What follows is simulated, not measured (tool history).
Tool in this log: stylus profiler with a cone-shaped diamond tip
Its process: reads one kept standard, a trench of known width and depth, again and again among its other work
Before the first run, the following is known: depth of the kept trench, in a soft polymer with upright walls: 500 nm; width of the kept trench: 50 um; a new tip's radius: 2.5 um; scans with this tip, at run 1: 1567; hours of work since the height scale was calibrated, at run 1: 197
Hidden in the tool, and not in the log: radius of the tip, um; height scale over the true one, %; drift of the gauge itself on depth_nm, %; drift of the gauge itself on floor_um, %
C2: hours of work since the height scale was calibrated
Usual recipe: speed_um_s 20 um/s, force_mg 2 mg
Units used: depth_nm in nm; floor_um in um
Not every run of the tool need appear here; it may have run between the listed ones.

Run 1, hour 0: usual settings; scans with this tip 1567; C2 197. Result: depth_nm 502.59 nm, floor_um 46.92 um.
Run 2, hour 14.9: usual settings but force_mg 2.91 mg; scans with this tip 1636; C2 206. Result: depth_nm 503.73 nm, floor_um 46.91 um.
Run 3, hour 29.9: usual settings but force_mg 2.91 mg; scans with this tip 1705; C2 214. Result: depth_nm 503.87 nm, floor_um 46.9 um.
Run 4, hour 39.6: usual settings but speed_um_s 22 um/s; scans with this tip 1750; C2 220. Result: depth_nm 502.77 nm, floor_um 46.91 um.
Run 5, hour 53.8: usual settings but force_mg 2.01 mg; scans with this tip 1815; C2 228. Result: depth_nm 502.86 nm, floor_um 46.9 um.
Run 6, hour 70.3: usual settings but force_mg 2.01 mg; scans with this tip 1891; C2 238. Result: depth_nm 502.65 nm, floor_um 46.88 um.
Run 7, hour 87.9: usual settings but force_mg 2.01 mg; scans with this tip 1972; C2 248. Result: depth_nm 502.53 nm, floor_um 46.84 um.
Run 8, hour 109: usual settings but force_mg 2.01 mg; scans with this tip 2070; C2 260. Result: depth_nm 502.79 nm, floor_um 46.86 um.
Run 9, hour 121.1: usual settings but force_mg 2.01 mg; scans with this tip 2125; C2 267. Result: depth_nm 502.59 nm, floor_um 46.81 um.
Run 10, hour 138.6: usual settings but force_mg 0.7 mg; scans with this tip 2206; C2 278. Result: depth_nm 500.82 nm, floor_um 46.81 um.
Run 11, hour 154.8: usual settings but speed_um_s 73 um/s, force_mg 5.5 mg; scans with this tip 2281; C2 287. Result: depth_nm 505.58 nm, floor_um 46.83 um.
Run 12, hour 165.8: usual settings but speed_um_s 73 um/s, force_mg 5.5 mg; scans with this tip 2332; C2 293. Result: depth_nm 505.76 nm, floor_um 46.79 um.
Run 13, hour 187.1: usual settings but speed_um_s 5 um/s, force_mg 1.28 mg; scans with this tip 2430; C2 306. Result: depth_nm 501.59 nm, floor_um 46.9 um.
Run 14, hour 201.4: usual settings but speed_um_s 25 um/s, force_mg 0.83 mg; scans with this tip 2496; C2 314. Result: depth_nm 501.13 nm, floor_um 46.84 um.
Run 15, hour 222.1: usual settings but speed_um_s 25 um/s, force_mg 0.83 mg; scans with this tip 2591; C2 326. Result: depth_nm 500.9 nm, floor_um 46.8 um.
Run 16, hour 236.4: usual settings but speed_um_s 25 um/s, force_mg 0.83 mg; scans with this tip 2658; C2 334. Result: depth_nm 501.07 nm, floor_um 46.82 um.
Run 17, hour 246.4: usual settings but speed_um_s 14 um/s, force_mg 5.44 mg; scans with this tip 2704; C2 340. Result: depth_nm 505.74 nm, floor_um 46.87 um.
Run 18, hour 260.2: usual settings but speed_um_s 12 um/s, force_mg 1.8 mg; scans with this tip 2767; C2 348. Result: depth_nm 502.15 nm, floor_um 46.88 um.
Run 19, hour 277: usual settings but speed_um_s 9 um/s, force_mg 2.13 mg; scans with this tip 2845; C2 358. Result: depth_nm 502.4 nm, floor_um 46.88 um.
Run 20, hour 289.8: usual settings but speed_um_s 9 um/s, force_mg 2.13 mg; scans with this tip 2904; C2 365. Result: depth_nm 502.4 nm, floor_um 46.88 um.

Branching from run 20: 3 alternative next runs. What would each branch give?
Run A, hour 311.3: usual settings but force_mg 2.25 mg; scans with this tip 3003; C2 378. Result: depth_nm ?, floor_um ?.
Run B, hour 311.3: usual settings but speed_um_s 10 um/s, force_mg 5.39 mg; scans with this tip 3003; C2 378. Result: depth_nm ?, floor_um ?.
Run C, hour 311.3: usual settings but speed_um_s 10 um/s, force_mg 0.97 mg; scans with this tip 3003; C2 378. Result: depth_nm ?, floor_um ?.

run  depth_nm  floor_um
  A     502.6     46.86
  B     505.5     46.92
  C    501.16     46.88
Stripped of hidden state, with their random variation kept, the same runs would have yielded:
run  depth_nm  floor_um
  A    503.58     46.96
  B    506.49     47.01
  C    502.14     46.97
